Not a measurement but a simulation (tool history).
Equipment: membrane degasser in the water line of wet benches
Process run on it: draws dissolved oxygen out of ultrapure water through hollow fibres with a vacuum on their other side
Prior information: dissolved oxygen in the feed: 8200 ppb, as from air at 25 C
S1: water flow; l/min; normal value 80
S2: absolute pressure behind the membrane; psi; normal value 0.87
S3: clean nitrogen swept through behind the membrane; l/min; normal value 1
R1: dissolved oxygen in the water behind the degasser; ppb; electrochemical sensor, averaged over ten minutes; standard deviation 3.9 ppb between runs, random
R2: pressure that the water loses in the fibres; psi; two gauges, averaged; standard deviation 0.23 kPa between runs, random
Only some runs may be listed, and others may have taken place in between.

run 1 day=0 | S1=80 S2=0.87 S3=1 | R1=427 R2=8.566
run 2 day=2.321 | S1=80 S2=0.87 S3=1 | R1=429.9 R2=8.543
run 3 day=4.371 | S1=80 S2=0.87 S3=1 | R1=425.6 R2=8.57
run 4 day=6.462 | S1=80 S2=0.87 S3=1 | R1=436.1 R2=8.56
run 5 day=8.1 | S1=80 S2=0.87 S3=1 | R1=428.9 R2=8.579
run 6 day=9.496 | S1=80 S2=0.87 S3=1 | R1=438.5 R2=8.627
run 7 day=11.167 | S1=80 S2=0.87 S3=1 | R1=430.3 R2=8.563
run 8 day=13.492 | S1=80 S2=0.87 S3=0.68 | R1=541.4 R2=8.534
run 9 day=15.146 | S1=72 S2=1.519 S3=1 | R1=884.6 R2=7.696
run 10 day=17.508 | S1=112 S2=1.294 S3=0.44 | R1=1435.2 R2=11.99
run 11 day=18.85 | S1=105 S2=0.986 S3=0.41 | R1=976.4 R2=11.259
run 12 day=20.167 | S1=105 S2=0.986 S3=0.41 | R1=971.2 R2=11.322
run 13 day=21.804 | S1=68 S2=0.944 S3=0.9 | R1=476.3 R2=7.291
run 14 day=24.038 | S1=63 S2=0.891 S3=1.54 | R1=276.1 R2=6.772
run 15 day=26.088 | S1=63 S2=0.891 S3=1.54 | R1=276.4 R2=6.789

Forecast run 16:
run 16 day=27.267 | S1=63 S2=0.891 S3=1.54 | R1=? R2=?

R1: 278 ppb
R2: 6.781 psi
Were there no unlogged condition in the tool, this run, its random variation unchanged, would have produced R1 250.2 ppb, R2 6.695 psi.
